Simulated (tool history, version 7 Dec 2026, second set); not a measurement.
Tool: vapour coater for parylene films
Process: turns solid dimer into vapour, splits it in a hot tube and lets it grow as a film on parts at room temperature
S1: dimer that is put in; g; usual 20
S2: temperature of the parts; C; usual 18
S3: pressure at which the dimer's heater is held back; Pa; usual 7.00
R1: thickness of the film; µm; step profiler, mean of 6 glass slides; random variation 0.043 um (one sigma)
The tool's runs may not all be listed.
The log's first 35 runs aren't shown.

run   hour  S1  S2    S3    R1
 36  545.9  19  25  7.00  4.01
 37  562.6  35  18  7.00  8.21
 38  574.8  10  18  5.35  2.41
 39  591.8  12  16  5.76  3.00
 40  611.9  20  24  6.97  4.20
 41  632.9  20  24  6.97  4.22
 42  645.3  20  22  7.00  4.37
 43  655.2  23  22  7.00  5.07
 44  675.5  30  19  7.00  6.96
 45  695.0  14  19  2.35  3.64
 46  707.3  14  19  2.35  3.64

5 ways to go on from here, each from the tool as it stands after run 46. What would each give?
     723.9  -- trap's valve overhauled
  A  732.2  20  19   7.00   ?
     723.9  -- trap's valve overhauled
  B  732.2  20  11  10.14   ?
     723.9  -- trap's valve overhauled
  C  732.2  20  19   2.36   ?
     723.9  -- trap's valve overhauled
  D  732.2  20  18   7.00   ?
     723.9  -- trap's valve overhauled
  E  732.2  20  12   3.00   ?

run    R1
  A  4.70
  B  5.16
  C  5.28
  D  4.79
  E  5.84
Without the tool's hidden state the same runs would have given:
run    R1
  A  4.70
  B  5.16
  C  5.28
  D  4.79
  E  5.85
